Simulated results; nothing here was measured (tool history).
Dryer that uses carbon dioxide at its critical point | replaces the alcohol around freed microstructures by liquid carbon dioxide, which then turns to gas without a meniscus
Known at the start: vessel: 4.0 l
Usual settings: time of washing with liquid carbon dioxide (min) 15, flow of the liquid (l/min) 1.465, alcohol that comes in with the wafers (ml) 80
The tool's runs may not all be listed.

| run | day | time of washing with liquid carbon dioxide (min) | flow of the liquid (l/min) | alcohol that comes in with the wafers (ml) | alcohol left in the vessel before it's heated (ppm by volume) |
|---|---|---|---|---|---|
| 1 | 0 | 15 | 1.465 | 80 | 187 |
| 2 | 0.788 | 15 | 1.465 | 80 | 189 |
| 3 | 1.708 | 15 | 1.465 | 55 | 143 |
| 4 | 2.333 | 15 | 1.465 | 80 | 186 |
| 5 | 3.271 | 15 | 1.465 | 80 | 201 |
| 6 | 4.267 | 15 | 1.465 | 80 | 212 |
| 7 | 4.962 | 15 | 1.465 | 80 | 214 |
| 8 | 5.708 | 15 | 1.465 | 80 | 217 |
| 9 | 6.296 | 15 | 1.68 | 80 | 115 |
| 10 | 7.179 | 15 | 1.72 | 80 | 112 |
| 11 | 7.908 | 15 | 1.45 | 80 | 237 |
| 12 | 8.683 | 15 | 1.45 | 80 | 229 |
| 13 | 9.679 | 15 | 1.45 | 80 | 242 |
| 14 | 10.196 | 15 | 1.45 | 80 | 248 |
| 15 | 11.038 | 15 | 1.38 | 80 | 301 |
| 16 | 12.025 | 15 | 1.38 | 25 | 116 |
| 17 | 13.038 | 15 | 1.38 | 25 | 111 |
| 18 | 13.917 | 15 | 1.38 | 25 | 118 |
| 19 | 15 | 15 | 1.38 | 25 | 119 |
| 20 | 15.729 | 15 | 1.38 | 25 | 127 |
| 21 | 16.671 | 18 | 1.465 | 80 | 124 |
| 22 | 17.288 | 15 | 2.4 | 80 | 55 |
| 23 | 18.367 | 15 | 2.4 | 80 | 42 |
| 24 | 19.475 | 15 | 2.4 | 80 | 43 |
|  | 20.229 | inlet filter changed |
| 25 | 20.633 | 15 | 2.4 | 80 | 35 |
| 26 | 21.225 | 24 | 1.96 | 90 | 28 |
| 27 | 22.038 | 11 | 0.92 | 80 | 2015 |
| 28 | 23.071 | 11 | 0.92 | 80 | 2008 |
| 29 | 23.792 | 15 | 1.25 | 109 | 423 |
| 30 | 24.4 | 15 | 1.25 | 109 | 436 |
| 31 | 24.992 | 17 | 1.465 | 115 | 137 |
| 32 | 25.888 | 15 | 1.43 | 81 | 201 |
| 33 | 26.888 | 15 | 1.43 | 81 | 201 |
| 34 | 27.388 | 15 | 1.43 | 31 | 97 |
| 35 | 27.892 | 14 | 1.43 | 106 | 346 |
| 36 | 28.483 | 15 | 1.465 | 56 | 143 |
| 37 | 29.467 | 21 | 1.21 | 109 | 137 |
| 38 | 30.6 | 21 | 1.21 | 109 | 125 |
| 39 | 31.129 | 21 | 1.21 | 109 | 144 |
| 40 | 31.679 | 12 | 1.02 | 53 | 969 |
| 41 | 32.196 | 15 | 1.465 | 21 | 85 |
| 42 | 33.171 | 11 | 2.13 | 45 | 111 |
| 43 | 33.771 | 17 | 2.13 | 45 | 35 |
| 44 | 34.896 | 9 | 1.51 | 85 | 1201 |
| 45 | 35.408 | 9 | 1.51 | 85 | 1229 |
| 46 | 36.433 | 15 | 1.24 | 74 | 408 |

Forecast each of these 4 alternatives for the next run:
| A | 37.583 | 17 | 1.01 | 74 | ? |
| B | 37.583 | 14 | 1.88 | 80 | ? |
| C | 37.583 | 12 | 1.24 | 74 | ? |
| D | 37.583 | 24 | 1.77 | 91 | ? |

| run | alcohol left in the vessel before it's heated (ppm by volume) |
|---|---|
| A | 520 |
| B | 111 |
| C | 855 |
| D | 35 |
Without the tool's hidden state the same runs would have given:
| run | alcohol left in the vessel before it's heated (ppm by volume) |
|---|---|
| A | 346 |
| B | 49 |
| C | 610 |
| D | 4 |
